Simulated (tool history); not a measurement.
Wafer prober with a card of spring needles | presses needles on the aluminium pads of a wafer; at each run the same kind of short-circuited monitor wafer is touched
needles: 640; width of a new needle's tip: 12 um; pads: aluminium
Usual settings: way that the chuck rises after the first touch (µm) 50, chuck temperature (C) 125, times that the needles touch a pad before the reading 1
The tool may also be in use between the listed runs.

run,day,way that the chuck rises after the first touch (µm),chuck temperature (C),times that the needles touch a pad before the reading,resistance of one needle with its contact and lead (mohm),way that a needle slides on the pad (µm)
1,0.000,50,125,1,211,12.60
# day 0.479: tips cleaned on abrasive film
# day 1.612: tips cleaned on abrasive film
# day 2.638: tips cleaned on abrasive film
2,3.154,63,125,1,206,15.74
# day 3.779: tips cleaned on abrasive film
# day 4.779: tips cleaned on abrasive film
# day 5.908: tips cleaned on abrasive film
3,6.654,63,125,1,207,15.69
# day 6.896: tips cleaned on abrasive film
# day 8.000: tips cleaned on abrasive film
# day 9.204: tips cleaned on abrasive film
# day 10.217: tips cleaned on abrasive film
4,10.217,50,125,1,208,12.53
# day 11.321: tips cleaned on abrasive film
# day 12.408: tips cleaned on abrasive film
# day 13.488: tips cleaned on abrasive film
5,13.512,50,125,1,210,12.59
# day 14.558: tips cleaned on abrasive film
# day 15.646: tips cleaned on abrasive film
6,15.962,50,43,1,196,12.42
# day 16.846: tips cleaned on abrasive film
# day 17.908: tips cleaned on abrasive film
7,18.596,50,43,1,194,12.56
# day 19.042: tips cleaned on abrasive film
# day 20.042: tips cleaned on abrasive film
8,20.042,50,43,1,190,12.48
# day 21.208: tips cleaned on abrasive film
# day 22.246: tips cleaned on abrasive film
9,23.075,50,43,1,193,12.51
# day 23.283: tips cleaned on abrasive film
# day 24.333: tips cleaned on abrasive film
# day 25.400: tips cleaned on abrasive film
# day 26.533: tips cleaned on abrasive film
10,26.533,50,43,1,193,12.56
# day 27.608: tips cleaned on abrasive film
# day 28.688: tips cleaned on abrasive film
11,29.562,50,43,1,193,12.54
# day 29.808: tips cleaned on abrasive film
# day 30.896: tips cleaned on abrasive film
12,31.021,50,125,1,213,12.47
# day 31.946: tips cleaned on abrasive film
13,32.825,50,125,1,213,12.58
# day 33.071: tips cleaned on abrasive film
# day 34.125: tips cleaned on abrasive film
# day 35.271: tips cleaned on abrasive film
14,36.046,50,125,1,215,12.39
# day 36.292: tips cleaned on abrasive film
# day 37.433: tips cleaned on abrasive film
# day 38.475: tips cleaned on abrasive film
# day 39.538: tips cleaned on abrasive film
15,39.567,50,125,1,213,12.59
# day 40.392: height of the first contact set anew
# day 40.633: tips cleaned on abrasive film
16,41.296,50,125,1,210,12.51
# day 41.700: tips cleaned on abrasive film
# day 42.800: tips cleaned on abrasive film
# day 43.962: tips cleaned on abrasive film
17,44.504,50,125,1,215,12.57
# day 45.167: tips cleaned on abrasive film
# day 46.304: tips cleaned on abrasive film
18,47.017,50,125,1,213,12.51
# day 47.412: tips cleaned on abrasive film
# day 48.517: tips cleaned on abrasive film
19,48.679,32,32,1,201,7.91
# day 49.508: tips cleaned on abrasive film
# day 50.621: tips cleaned on abrasive film
20,51.179,32,32,1,203,8.01
# day 51.662: tips cleaned on abrasive film
# day 52.758: tips cleaned on abrasive film
21,53.312,32,32,1,201,8.02
# day 53.879: tips cleaned on abrasive film
# day 54.846: tips cleaned on abrasive film
# day 55.871: tips cleaned on abrasive film
22,55.871,32,32,1,201,8.04
# day 56.942: tips cleaned on abrasive film
# day 58.083: tips cleaned on abrasive film
23,58.462,47,96,2,207,11.76
# day 59.071: tips cleaned on abrasive film
# day 60.275: tips cleaned on abrasive film
# day 61.429: tips cleaned on abrasive film
24,61.438,43,26,2,189,10.69
# day 62.608: tips cleaned on abrasive film
25,63.525,50,125,2,211,12.49
# day 63.725: tips cleaned on abrasive film
# day 64.758: tips cleaned on abrasive film
# day 65.779: tips cleaned on abrasive film
# day 66.933: tips cleaned on abrasive film
26,66.933,50,125,2,208,12.48
# day 68.112: tips cleaned on abrasive film
# day 69.233: tips cleaned on abrasive film
27,69.271,45,30,2,191,11.29
# day 70.388: tips cleaned on abrasive film
# day 71.454: tips cleaned on abrasive film
# day 72.621: tips cleaned on abrasive film
28,72.775,46,125,3,214,11.40

Forecast each of these 3 alternatives for the next run:
# day 73.729: tips cleaned on abrasive film
# day 74.779: tips cleaned on abrasive film
A,75.467,31,64,2,?,?
# day 73.729: tips cleaned on abrasive film
# day 74.779: tips cleaned on abrasive film
B,75.467,48,125,1,?,?
# day 73.729: tips cleaned on abrasive film
# day 74.779: tips cleaned on abrasive film
C,75.467,46,125,3,?,?

run,resistance of one needle with its contact and lead (mohm),way that a needle slides on the pad (µm)
A,212,7.80
B,216,11.94
C,214,11.37
Without the tool's hidden state the same runs would have given:
run,resistance of one needle with its contact and lead (mohm),way that a needle slides on the pad (µm)
A,212,7.80
B,216,11.94
C,214,11.38
